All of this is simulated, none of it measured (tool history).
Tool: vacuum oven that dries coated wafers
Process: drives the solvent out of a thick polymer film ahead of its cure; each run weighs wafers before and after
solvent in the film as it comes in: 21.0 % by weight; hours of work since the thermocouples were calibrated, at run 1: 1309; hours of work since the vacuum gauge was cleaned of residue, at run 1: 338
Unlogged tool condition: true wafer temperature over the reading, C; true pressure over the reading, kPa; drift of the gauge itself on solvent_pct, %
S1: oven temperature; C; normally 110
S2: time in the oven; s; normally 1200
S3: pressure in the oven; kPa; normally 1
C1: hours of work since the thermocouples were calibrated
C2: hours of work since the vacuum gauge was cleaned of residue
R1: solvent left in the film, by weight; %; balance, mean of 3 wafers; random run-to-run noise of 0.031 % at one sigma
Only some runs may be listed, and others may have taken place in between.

Run 1, hour 0: usual settings; C1 1309; C2 338. Result: R1 2.04 %.
Run 2, hour 79.1: usual settings but S2 660 s; C1 1369; C2 397. Result: R1 5.37 %.
Run 3, hour 117.3: usual settings; C1 1397; C2 426. Result: R1 2.14 %.
Run 4, hour 152.6: usual settings; C1 1424; C2 452. Result: R1 2.15 %.
Run 5, hour 226.5: usual settings; C1 1479; C2 507. Result: R1 2.25 %.
Run 6, hour 273.7: usual settings; C1 1515; C2 543. Result: R1 2.22 %.
Run 7, hour 310.1: usual settings; C1 1542; C2 570. Result: R1 2.27 %.
At hour 332.5: oven's thermocouples calibrated.
Run 8, hour 398: usual settings but S2 1320 s; C1 49; C2 635. Result: R1 1.28 %.
Run 9, hour 479.4: usual settings but S2 1320 s; C1 110; C2 696. Result: R1 1.3 %.
Run 10, hour 533.7: usual settings but S2 1320 s; C1 151; C2 736. Result: R1 1.31 %.
Run 11, hour 606.4: usual settings but S2 1320 s; C1 205; C2 791. Result: R1 1.36 %.
Run 12, hour 644.1: usual settings; C1 234; C2 819. Result: R1 1.63 %.
Run 13, hour 711.7: usual settings; C1 284; C2 870. Result: R1 1.69 %.
Run 14, hour 766.3: usual settings but S2 960 s, S3 1.19 kPa; C1 325; C2 911. Result: R1 2.63 %.
Run 15, hour 843.2: usual settings but S1 116 C, S2 960 s, S3 1.06 kPa; C1 383; C2 969. Result: R1 1.25 %.
Run 16, hour 889.8: usual settings but S1 116 C, S2 960 s, S3 1.06 kPa; C1 418; C2 1004. Result: R1 1.33 %.
Run 17, hour 940.7: usual settings but S1 114 C, S2 720 s; C1 456; C2 1042. Result: R1 2.9 %.
Run 18, hour 1022.4: usual settings but S1 106 C, S2 1260 s, S3 0.85 kPa; C1 518; C2 1103. Result: R1 2.58 %.
Run 19, hour 1060.3: usual settings but S1 106 C, S2 1260 s, S3 0.85 kPa; C1 546; C2 1131. Result: R1 2.6 %.
Run 20, hour 1117.2: usual settings but S1 106 C, S2 2160 s, S3 1.83 kPa; C1 589; C2 1174. Result: R1 1.08 %.
Run 21, hour 1159.9: usual settings but S2 1560 s; C1 621; C2 1206. Result: R1 1.04 %.
Run 22, hour 1210: usual settings but S2 1560 s; C1 658; C2 1244. Result: R1 1.01 %.
Run 23, hour 1266.7: usual settings but S1 119 C, S2 1320 s, S3 0.74 kPa; C1 701; C2 1286. Result: R1 0.39 %.
Run 24, hour 1349.2: usual settings but S2 1500 s, S3 2.3 kPa; C1 763; C2 1348. Result: R1 1.38 %.

Forecast each of these 5 alternatives for the next run:
Run A, hour 1391.3: usual settings but S1 96 C, S2 1920 s, S3 2.3 kPa; C1 794; C2 1380. Result: R1 ?.
Run B, hour 1391.3: usual settings but S1 120 C, S2 1500 s, S3 2.3 kPa; C1 794; C2 1380. Result: R1 ?.
Run C, hour 1391.3: usual settings but S2 1080 s, S3 2.3 kPa; C1 794; C2 1380. Result: R1 ?.
Run D, hour 1391.3: usual settings but S3 0.63 kPa; C1 794; C2 1380. Result: R1 ?.
Run E, hour 1391.3: usual settings but S3 0.76 kPa; C1 794; C2 1380. Result: R1 ?.

run    R1
  A  4.25
  B  0.49
  C  2.51
  D  1.81
  E  1.89
With no hidden state in the tool, these same runs would have given:
run    R1
  A   3.6
  B  0.37
  C  2.05
  D   1.4
  E  1.48
